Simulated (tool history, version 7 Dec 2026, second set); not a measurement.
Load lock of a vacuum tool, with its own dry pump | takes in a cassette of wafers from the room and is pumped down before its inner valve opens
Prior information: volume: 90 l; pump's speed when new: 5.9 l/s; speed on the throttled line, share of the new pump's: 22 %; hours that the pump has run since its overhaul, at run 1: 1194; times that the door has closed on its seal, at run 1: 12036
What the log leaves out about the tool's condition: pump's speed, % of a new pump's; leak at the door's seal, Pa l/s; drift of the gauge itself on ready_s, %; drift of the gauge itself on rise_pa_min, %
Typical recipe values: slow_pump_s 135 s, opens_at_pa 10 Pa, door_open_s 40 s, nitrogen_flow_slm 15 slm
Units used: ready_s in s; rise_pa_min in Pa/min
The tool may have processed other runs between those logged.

run	hour	slow_pump_s	opens_at_pa	door_open_s	nitrogen_flow_slm	hours that the pump has run since its overhaul	times that the door has closed on its seal	incoming humidity of the room's air, %	ready_s	rise_pa_min
1	0	135	10	40	15	1194	12036	46	248.7	0.046
2	106.9	135	10	40	15	1300	12389	46.5	245.9	0.055
3	233.2	135	10	40	15	1427	12806	47.5	248.5	0.047
4	382.4	135	10	156	15	1576	13298	45.7	248.7	0.074
5	510.7	110	10	40	15	1704	13721	42.4	232.7	0.047
6	603.6	110	10	40	15	1797	14027	42.9	228.2	0.052
7	742.8	110	10	40	15	1936	14486	43.9	231.5	0.054
8	831.8	135	10	40	15	2025	14780	43.3	247.3	0.056
9	909.8	135	10	131	15	2103	15037	46	250.2	0.071
10	1060.3	135	10	131	15	2254	15534	40.5	250.8	0.07
11	1125.8	135	10	131	15	2319	15750	41.5	251.6	0.068
12	1241.7	135	12	40	15	2435	16132	46.1	247.5	0.063
13	1338.2	135	12	231	15	2532	16450	44.8	248.8	0.089
14	1419.1	135	12	231	15	2613	16717	48.5	244	0.089
15	1557.1	135	12	231	15	2751	17172	47.1	250.6	0.093
16	1707.1	135	12	231	15	2901	17667	46.5	249.8	0.095

What does the tool deliver on the next run?
17	1851.6	135	12	49	8	3045	18144	48.3	?	?

Run 17 yielded ready_s 248.6 s, rise_pa_min 0.077 Pa/min.
With no hidden state in the tool, this same run would have given ready_s 243.6 s, rise_pa_min 0.033 Pa/min.
